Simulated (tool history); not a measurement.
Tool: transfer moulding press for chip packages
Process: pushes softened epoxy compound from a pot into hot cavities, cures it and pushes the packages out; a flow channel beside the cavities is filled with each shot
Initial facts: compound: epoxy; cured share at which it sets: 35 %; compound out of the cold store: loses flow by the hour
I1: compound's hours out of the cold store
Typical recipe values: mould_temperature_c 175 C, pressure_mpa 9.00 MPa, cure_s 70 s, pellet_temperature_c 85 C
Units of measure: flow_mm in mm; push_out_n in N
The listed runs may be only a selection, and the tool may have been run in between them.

{"run": 1, "hour": 0.0, "mould_temperature_c": 175, "pressure_mpa": 9.0, "cure_s": 70, "pellet_temperature_c": 85, "I1": 28.0, "flow_mm": 959, "push_out_n": 370}
{"run": 2, "hour": 9.7, "mould_temperature_c": 175, "pressure_mpa": 9.0, "cure_s": 70, "pellet_temperature_c": 85, "I1": 26.8, "flow_mm": 963, "push_out_n": 354}
{"hour": 15.4, "done": "cavities cleaned with cleaning compound and waxed"}
{"run": 3, "hour": 19.4, "mould_temperature_c": 175, "pressure_mpa": 9.0, "cure_s": 70, "pellet_temperature_c": 85, "I1": 23.2, "flow_mm": 977, "push_out_n": 359}
{"run": 4, "hour": 25.4, "mould_temperature_c": 175, "pressure_mpa": 9.0, "cure_s": 70, "pellet_temperature_c": 85, "I1": 11.7, "flow_mm": 1005, "push_out_n": 367}
{"run": 5, "hour": 35.2, "mould_temperature_c": 175, "pressure_mpa": 9.0, "cure_s": 70, "pellet_temperature_c": 85, "I1": 38.6, "flow_mm": 933, "push_out_n": 362}
{"run": 6, "hour": 41.9, "mould_temperature_c": 175, "pressure_mpa": 9.0, "cure_s": 70, "pellet_temperature_c": 85, "I1": 38.0, "flow_mm": 935, "push_out_n": 363}
{"run": 7, "hour": 52.9, "mould_temperature_c": 172, "pressure_mpa": 9.0, "cure_s": 70, "pellet_temperature_c": 85, "I1": 8.8, "flow_mm": 1022, "push_out_n": 436}
{"run": 8, "hour": 60.1, "mould_temperature_c": 175, "pressure_mpa": 9.0, "cure_s": 70, "pellet_temperature_c": 85, "I1": 10.7, "flow_mm": 1006, "push_out_n": 379}
{"hour": 66.1, "done": "cavities cleaned with cleaning compound and waxed"}
{"run": 9, "hour": 70.5, "mould_temperature_c": 175, "pressure_mpa": 9.0, "cure_s": 70, "pellet_temperature_c": 85, "I1": 10.6, "flow_mm": 1006, "push_out_n": 363}
{"run": 10, "hour": 80.3, "mould_temperature_c": 175, "pressure_mpa": 10.06, "cure_s": 70, "pellet_temperature_c": 85, "I1": 10.6, "flow_mm": 1072, "push_out_n": 380}
{"run": 11, "hour": 88.6, "mould_temperature_c": 179, "pressure_mpa": 10.06, "cure_s": 70, "pellet_temperature_c": 85, "I1": 34.0, "flow_mm": 977, "push_out_n": 325}
{"run": 12, "hour": 99.9, "mould_temperature_c": 179, "pressure_mpa": 10.06, "cure_s": 70, "pellet_temperature_c": 85, "I1": 28.9, "flow_mm": 996, "push_out_n": 320}
{"run": 13, "hour": 108.6, "mould_temperature_c": 179, "pressure_mpa": 10.06, "cure_s": 70, "pellet_temperature_c": 85, "I1": 8.9, "flow_mm": 1055, "push_out_n": 324}
{"hour": 116.7, "done": "cavities cleaned with cleaning compound and waxed"}
{"run": 14, "hour": 120.1, "mould_temperature_c": 179, "pressure_mpa": 9.46, "cure_s": 70, "pellet_temperature_c": 85, "I1": 47.6, "flow_mm": 911, "push_out_n": 299}
{"run": 15, "hour": 125.7, "mould_temperature_c": 179, "pressure_mpa": 9.46, "cure_s": 70, "pellet_temperature_c": 86, "I1": 38.0, "flow_mm": 939, "push_out_n": 318}
{"hour": 132.0, "done": "plunger's sealing rings changed"}
{"run": 16, "hour": 138.0, "mould_temperature_c": 176, "pressure_mpa": 7.44, "cure_s": 65, "pellet_temperature_c": 88, "I1": 46.2, "flow_mm": 821, "push_out_n": 384}
{"run": 17, "hour": 143.0, "mould_temperature_c": 176, "pressure_mpa": 7.44, "cure_s": 65, "pellet_temperature_c": 88, "I1": 41.5, "flow_mm": 830, "push_out_n": 389}
{"run": 18, "hour": 151.1, "mould_temperature_c": 175, "pressure_mpa": 10.81, "cure_s": 67, "pellet_temperature_c": 80, "I1": 12.7, "flow_mm": 1103, "push_out_n": 431}
{"run": 19, "hour": 159.6, "mould_temperature_c": 175, "pressure_mpa": 9.0, "cure_s": 105, "pellet_temperature_c": 77, "I1": 45.1, "flow_mm": 911, "push_out_n": 290}
{"run": 20, "hour": 166.9, "mould_temperature_c": 175, "pressure_mpa": 9.0, "cure_s": 105, "pellet_temperature_c": 77, "I1": 17.8, "flow_mm": 990, "push_out_n": 293}
{"hour": 169.6, "done": "cavities cleaned with cleaning compound and waxed"}
{"run": 21, "hour": 178.8, "mould_temperature_c": 175, "pressure_mpa": 9.0, "cure_s": 105, "pellet_temperature_c": 77, "I1": 18.2, "flow_mm": 987, "push_out_n": 288}

Run 22 is up next; what results do you expect?
{"run": 22, "hour": 184.3, "mould_temperature_c": 171, "pressure_mpa": 9.23, "cure_s": 105, "pellet_temperature_c": 77, "I1": 37.2, "flow_mm": "?", "push_out_n": "?"}

Run 22 measured flow_mm 958 mm, push_out_n 300 N.
With the hidden condition absent and the run-to-run variation left alone, this run would have shown flow_mm 959 mm, push_out_n 296 N.
